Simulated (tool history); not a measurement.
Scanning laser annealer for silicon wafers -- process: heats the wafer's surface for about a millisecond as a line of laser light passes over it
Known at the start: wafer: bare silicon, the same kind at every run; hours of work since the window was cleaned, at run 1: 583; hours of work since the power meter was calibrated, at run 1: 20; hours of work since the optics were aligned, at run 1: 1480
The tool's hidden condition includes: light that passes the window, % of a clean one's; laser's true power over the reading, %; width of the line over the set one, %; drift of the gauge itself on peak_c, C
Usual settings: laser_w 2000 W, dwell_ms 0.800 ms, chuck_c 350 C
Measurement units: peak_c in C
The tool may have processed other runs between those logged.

run   hour  laser_w  dwell_ms  chuck_c  hours of work since the window was cleaned  hours of work since the power meter was calibrated  hours of work since the optics were aligned  peak_c
  1    0.0     2000     0.800      350                                         583                                                  20                                         1480    1102
  2    7.3     2000     0.800      350                                         587                                                  24                                         1484    1101
  3   16.3     2000     0.800      350                                         592                                                  30                                         1489    1099
  4   26.1     2000     0.800      350                                         598                                                  35                                         1495    1098
  5   33.8     2000     0.800      350                                         602                                                  39                                         1499    1100
  6   44.3     2000     0.800      350                                         608                                                  45                                         1505    1098
  7   51.0     2000     0.678      350                                         612                                                  49                                         1509    1047
  8   57.6     2000     0.678      350                                         615                                                  53                                         1512    1045
  9   66.6     1765     0.800      350                                         620                                                  58                                         1517     982
 10   74.5     1765     0.800      350                                         625                                                  62                                         1522     984
 11   79.9     1765     0.800      350                                         628                                                  65                                         1525     986
 12   89.8     1765     0.800      350                                         633                                                  70                                         1530     983
 13   95.6     1765     0.800      350                                         637                                                  74                                         1534     985
 14  107.1     1765     0.800      350                                         643                                                  80                                         1540     986
 15  113.2     1765     0.800      350                                         646                                                  84                                         1543     982
 16  119.0     1765     0.800      350                                         650                                                  87                                         1547     983
 17  127.1     2118     0.630      319                                         654                                                  91                                         1551    1046
 18  135.5     2118     0.630      319                                         659                                                  96                                         1556    1044
 19  140.4     1711     0.800      319                                         662                                                  99                                         1559     924
     144.4  -- laser's power meter calibrated
 20  152.4     1711     0.800      319                                         667                                                   4                                         1564     928
 21  161.3     1913     0.969      362                                         672                                                   9                                         1569    1125
 22  172.3     1913     0.969      362                                         678                                                  16                                         1575    1124
 23  178.1     1900     0.586      379                                         681                                                  19                                         1578     988
 24  183.0     2098     0.755      379                                         684                                                  21                                         1581    1154
 25  191.8     2000     0.816      359                                         689                                                  26                                         1586    1113
 26  197.9     2000     0.816      359                                         692                                                  30                                         1589    1111
 27  203.5     2122     0.928      384                                         695                                                  33                                         1592    1246
     208.4  -- laser's power meter calibrated, once more
 28  217.0     2000     0.800      387                                         701                                                   5                                         1598    1136
 29  226.7     1843     0.905      320                                         706                                                  10                                         1603    1027
 30  232.0     1914     0.721      351                                         709                                                  13                                         1606    1025
 31  242.5     2049     0.584      351                                         715                                                  19                                         1612    1023
 32  249.5     2076     0.584      365                                         719                                                  23                                         1616    1050

Measured result minus the same run's result without the hidden state. Both carry the same run-to-run variation, though not necessarily the same gauge scatter:
run  peak_c
  1     -48
  2     -49
  3     -48
  4     -49
  5     -49
  6     -49
  7     -46
  8     -46
  9     -43
 10     -43
 11     -43
 12     -43
 13     -43
 14     -44
 15     -44
 16     -44
 17     -50
 18     -50
 19     -43
 20     -43
 21     -55
 22     -55
 23     -44
 24     -56
 25     -54
 26     -54
 27     -63
 28     -52
 29     -51
 30     -48
 31     -48
 32     -49
